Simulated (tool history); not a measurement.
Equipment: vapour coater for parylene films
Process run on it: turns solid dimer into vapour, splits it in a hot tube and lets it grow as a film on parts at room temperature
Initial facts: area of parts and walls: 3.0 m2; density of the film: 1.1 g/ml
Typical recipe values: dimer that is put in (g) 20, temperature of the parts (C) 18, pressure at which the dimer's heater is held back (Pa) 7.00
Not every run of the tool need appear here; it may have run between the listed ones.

run	hour	dimer that is put in (g)	temperature of the parts (C)	pressure at which the dimer's heater is held back (Pa)	thickness of the film (µm)
1	0.0	20	18	7.00	4.14
2	42.3	20	18	7.00	4.09
3	79.4	20	18	7.00	4.04
4	122.0	16	18	7.00	3.24
5	165.0	16	18	7.00	3.18
6	193.5	16	18	7.00	3.16
7	233.6	34	18	7.00	6.66
# hour 258.5: trap's valve overhauled
8	278.5	20	18	7.00	4.33
9	322.7	14	18	7.00	3.03
10	358.0	14	18	7.00	3.00
11	392.0	14	18	7.00	2.92
12	439.8	20	18	2.13	4.57
13	474.6	25	18	7.00	5.26
14	521.0	8	11	2.09	2.10
15	545.9	34	15	2.34	8.07
16	588.2	20	17	4.05	4.28
17	608.1	20	17	4.05	4.32
18	651.7	20	18	3.68	4.18
19	674.1	20	18	3.68	4.19
20	697.4	8	18	3.01	1.69
21	725.5	8	16	3.01	1.75
# hour 753.9: trap's valve overhauled
22	760.5	28	13	2.07	7.32
23	785.4	26	28	2.63	5.06
24	810.3	17	18	11.33	3.53
25	854.6	20	23	3.33	4.12
26	881.4	23	18	7.94	4.82

Hidden state or all else? Some run-to-run changes of thickness of the film (µm), split into what the settings, what came in and random variation would give without the hidden state, and what is left for the hidden state (with any gauge scatter that isn't in both results):
The tool's hidden condition here consists of: vapour lost through the trap's worn valve, %; true temperature of the parts over the reading, C; drift of the gauge itself on film_um, %.
Run 6 -> 7: dimer that is put in (g) 16 -> 34. thickness of the film (µm) +3.50: hidden state -0.46, all else +3.96.
Run 7 -> 8: dimer that is put in (g) 34 -> 20, trap's valve overhauled. thickness of the film (µm) -2.33: hidden state +0.78, all else -3.11.
Run 14 -> 15: dimer that is put in (g) 8 -> 34, temperature of the parts (C) 11 -> 15, pressure at which the dimer's heater is held back (Pa) 2.09 -> 2.34. thickness of the film (µm) +5.97: hidden state -0.41, all else +6.38.
Run 21 -> 22: dimer that is put in (g) 8 -> 28, temperature of the parts (C) 16 -> 13, pressure at which the dimer's heater is held back (Pa) 3.01 -> 2.07, trap's valve overhauled. thickness of the film (µm) +5.57: hidden state +0.11, all else +5.46.
